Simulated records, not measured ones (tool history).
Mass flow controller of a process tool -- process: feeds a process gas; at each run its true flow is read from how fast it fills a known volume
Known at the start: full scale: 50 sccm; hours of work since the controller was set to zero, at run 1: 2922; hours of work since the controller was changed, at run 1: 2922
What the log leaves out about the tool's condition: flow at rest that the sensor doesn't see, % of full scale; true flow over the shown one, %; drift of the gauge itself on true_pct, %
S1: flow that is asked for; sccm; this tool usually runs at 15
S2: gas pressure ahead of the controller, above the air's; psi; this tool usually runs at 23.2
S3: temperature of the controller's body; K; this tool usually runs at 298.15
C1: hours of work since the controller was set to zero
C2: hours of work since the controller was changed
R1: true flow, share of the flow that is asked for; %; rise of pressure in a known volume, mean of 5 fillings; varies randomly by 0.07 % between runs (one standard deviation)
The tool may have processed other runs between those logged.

run	hour	S1	S2	S3	C1	C2	R1
1	0.0	15	23.2	298.15	2922	2922	98.10
2	84.6	15	23.2	298.15	2981	2981	98.05
3	215.1	15	23.2	298.15	3071	3071	98.05
4	304.5	15	23.2	298.15	3133	3133	98.15
5	434.7	15	23.2	298.15	3223	3223	98.07
6	593.2	15	23.2	298.15	3332	3332	98.14
7	753.0	15	23.2	298.15	3443	3443	98.09
8	869.1	15	23.2	298.15	3523	3523	98.08
9	1036.9	15	24.2	298.15	3639	3639	98.07
10	1169.2	15	23.2	298.15	3730	3730	98.15
11	1266.4	15	23.2	298.15	3797	3797	98.10
12	1417.8	15	40.5	298.15	3902	3902	98.68
13	1509.0	15	40.5	298.15	3965	3965	98.70
14	1601.6	15	40.5	294.15	4029	4029	99.11
15	1736.7	6	23.2	298.15	4122	4122	97.55
16	1918.1	15	28.1	298.15	4248	4248	98.34
17	2011.6	15	28.1	298.15	4312	4312	98.39
18	2175.0	15	28.1	298.15	4425	4425	98.24
19	2382.0	15	28.1	298.15	4568	4568	98.31
20	2586.1	15	23.2	298.15	4709	4709	97.89
21	2785.7	15	23.2	298.15	4847	4847	98.11
22	2922.2	15	23.2	298.15	4942	4942	98.12
23	3127.3	45	38.9	305.15	5083	5083	99.51
24	3224.8	45	38.9	305.15	5151	5151	99.55
25	3399.8	23	38.9	310.15	5272	5272	98.16
26	3565.1	41	34.5	309.15	5386	5386	98.89
27	3750.5	7	33.8	298.15	5514	5514	98.18
28	3864.0	42	23.6	304.15	5592	5592	98.84
29	3970.0	42	23.6	304.15	5666	5666	98.89
30	4056.2	6	23.2	301.15	5725	5725	97.48
31	4195.0	6	23.2	301.15	5821	5821	97.51
32	4339.7	6	23.2	301.15	5921	5921	97.35
33	4428.0	6	25.7	301.15	5982	5982	97.52
34	4570.2	15	23.2	297.15	6081	6081	98.14
35	4737.0	15	33.8	304.15	6196	6196	98.08
36	4846.2	15	33.8	304.15	6271	6271	97.94
37	4973.2	7	33.8	304.15	6359	6359	97.57
38	5175.3	23	29.0	294.15	6499	6499	99.14
39	5295.9	6	29.0	306.15	6582	6582	97.16
40	5403.7	6	23.2	294.15	6657	6657	98.11
41	5600.4	6	23.2	294.15	6792	6792	98.10

Here are 5 independent what-if runs from the current tool condition. What would each one return?
A	5785.3	8	39.6	294.15	6920	6920	?
B	5785.3	15	39.0	300.15	6920	6920	?
C	5785.3	38	23.9	309.15	6920	6920	?
D	5785.3	15	23.2	293.15	6920	6920	?
E	5785.3	47	23.2	294.15	6920	6920	?

run	R1
A	98.76
B	98.61
C	98.54
D	98.57
E	100.00
Had the tool no hidden state, the same runs would have come out as:
run	R1
A	98.73
B	98.59
C	98.53
D	98.55
E	99.99

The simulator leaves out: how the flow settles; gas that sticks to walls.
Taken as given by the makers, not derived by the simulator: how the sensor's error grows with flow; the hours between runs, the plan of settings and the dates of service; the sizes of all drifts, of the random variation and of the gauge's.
